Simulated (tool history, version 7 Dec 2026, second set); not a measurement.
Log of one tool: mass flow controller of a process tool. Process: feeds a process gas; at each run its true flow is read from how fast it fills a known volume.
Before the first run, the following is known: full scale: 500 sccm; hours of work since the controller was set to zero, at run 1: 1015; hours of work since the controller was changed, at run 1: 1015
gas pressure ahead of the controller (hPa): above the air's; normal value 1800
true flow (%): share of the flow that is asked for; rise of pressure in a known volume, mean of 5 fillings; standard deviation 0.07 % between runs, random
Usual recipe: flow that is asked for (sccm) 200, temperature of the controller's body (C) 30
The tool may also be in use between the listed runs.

run	hour	flow that is asked for (sccm)	gas pressure ahead of the controller (hPa)	temperature of the controller's body (C)	hours of work since the controller was set to zero	hours of work since the controller was changed	true flow (%)
1	0	200	1800	30	1015	1015	98.63
2	221.9	200	1800	30	1181	1181	98.58
3	490.9	200	1800	30	1383	1383	98.6
4	855.5	200	1800	30	1656	1656	98.61
5	1220.5	200	2010	30	1930	1930	98.57
6	1611.3	200	2010	30	2223	2223	98.53
7	1991.4	200	2010	30	2507	2507	98.4
8	2416.6	200	1800	30	2826	2826	98.62
9	2842.2	200	1800	30	3145	3145	98.63
10	3181.9	200	1800	30	3400	3400	98.63
11	3377.3	200	1800	30	3547	3547	98.49
12	3631.4	200	1800	30	3737	3737	98.54
13	3951	200	1800	30	3977	3977	98.48
14	4333.5	200	1800	30	4263	4263	98.63
15	4706.3	200	1800	30	4543	4543	98.49
16	4920.5	229	1800	30	4703	4703	98.81
17	5162.2	229	1800	30	4885	4885	98.77
18	5373.5	229	1800	30	5043	5043	98.86
19	5609	200	1800	32	5220	5220	98.78
# hour 5803.7: controller's zero set anew
20	5983.7	200	1800	32	135	5500	98.69
21	6298.7	451	1800	30	371	5736	100.2
22	6620	451	1800	30	612	5977	100.21
23	6805	451	1800	30	751	6116	100.34
24	7163.4	451	1800	30	1019	6385	100.22
# hour 7309.1: controller exchanged for a calibrated one
25	7392.8	451	1800	30	63	63	100.19
26	7759.6	127	2760	24	338	338	97.05
27	8126	127	2760	24	612	612	97.14
28	8371.6	202	1800	30	797	797	98.63
29	8576.8	202	1420	20	950	950	97.78
30	8832.7	202	1410	21	1142	1142	97.81
31	9037.6	391	1410	21	1296	1296	99.11
32	9461.8	391	1410	21	1614	1614	99.19
33	9731.5	391	1410	21	1816	1816	99.23
34	10044.9	70	1470	21	2051	2051	96.99
35	10399.6	346	2420	21	2317	2317	98.49
36	10630.8	346	2420	21	2490	2490	98.27
37	10863.8	374	1520	32	2665	2665	99.85
38	11108.2	117	2090	30	2848	2848	97.92
39	11500.9	117	2090	30	3143	3143	98.07
40	11857.7	117	2090	30	3410	3410	98
41	12253.2	332	1490	35	3707	3707	99.9
42	12646.1	200	2690	30	4001	4001	98.32
43	12987.2	200	2680	22	4257	4257	97.56
44	13364.3	200	2680	22	4540	4540	97.41
45	13705.2	200	2680	22	4795	4795	97.49
46	14011.2	200	2680	22	5025	5025	97.46
47	14184.7	200	1490	39	5155	5155	99.62
# hour 14465.8: controller's zero set anew
48	14497.9	374	1800	22	24	5389	98.94

Alternative continuations, all from the tool just after run 48; predict every row:
A	14865.3	100	1800	22	300	5665	?
B	14865.3	374	2380	20	300	5665	?
C	14865.3	200	1570	30	300	5665	?
D	14865.3	200	2720	30	300	5665	?

run	true flow (%)
A	97.25
B	98.48
C	98.69
D	98.36
Without the tool's unlogged condition, the same runs would have read:
run	true flow (%)
A	97.25
B	98.47
C	98.69
D	98.36
